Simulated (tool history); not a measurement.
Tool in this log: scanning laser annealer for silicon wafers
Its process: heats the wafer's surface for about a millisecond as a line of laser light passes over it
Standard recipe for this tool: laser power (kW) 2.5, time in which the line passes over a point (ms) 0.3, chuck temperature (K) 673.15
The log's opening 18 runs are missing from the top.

run	hour	laser power (kW)	time in which the line passes over a point (ms)	chuck temperature (K)	highest temperature of the surface (K)
19	173.1	2.5	0.3	673.15	1420.15
20	179.2	2.5	0.35	673.15	1479.15
21	190.5	2.5	0.35	673.15	1475.15
22	197.7	2.5	0.35	673.15	1476.15
23	205.1	2.5	0.35	673.15	1476.15
24	211.2	2.244	0.331	653.15	1330.15
25	223.4	2.438	0.366	655.15	1449.15
26	233.1	2.438	0.366	655.15	1450.15
27	239.1	2.5	0.3	683.15	1433.15
28	248.3	2.618	0.224	708.15	1396.15
29	256.4	2.618	0.224	708.15	1394.15
30	262.6	2.618	0.224	708.15	1395.15
31	268.6	2.202	0.238	653.15	1217.15
32	280.2	2.5	0.3	684.15	1430.15
33	289.9	2.5	0.3	684.15	1427.15
34	296.2	2.376	0.286	678.15	1361.15
35	305.1	2.376	0.286	707.15	1386.15
36	317	2.376	0.286	707.15	1390.15
37	323.6	2.376	0.286	707.15	1386.15
38	332.9	2.696	0.318	674.15	1521.15
39	341.6	2.696	0.253	674.15	1435.15
40	348.4	2.745	0.3	711.15	1551.15
41	354.9	2.626	0.3	706.15	1505.15

Here are 3 independent what-if runs from the current tool condition. What would each one return?
A	360.3	2.172	0.334	662.15	?
B	360.3	2.626	0.377	694.15	?
C	360.3	2.652	0.214	650.15	?

run	highest temperature of the surface (K)
A	1315.15
B	1581.15
C	1335.15
Stripped of hidden state, with their random variation kept, the same runs would have yielded:
run	highest temperature of the surface (K)
A	1316.15
B	1582.15
C	1335.15
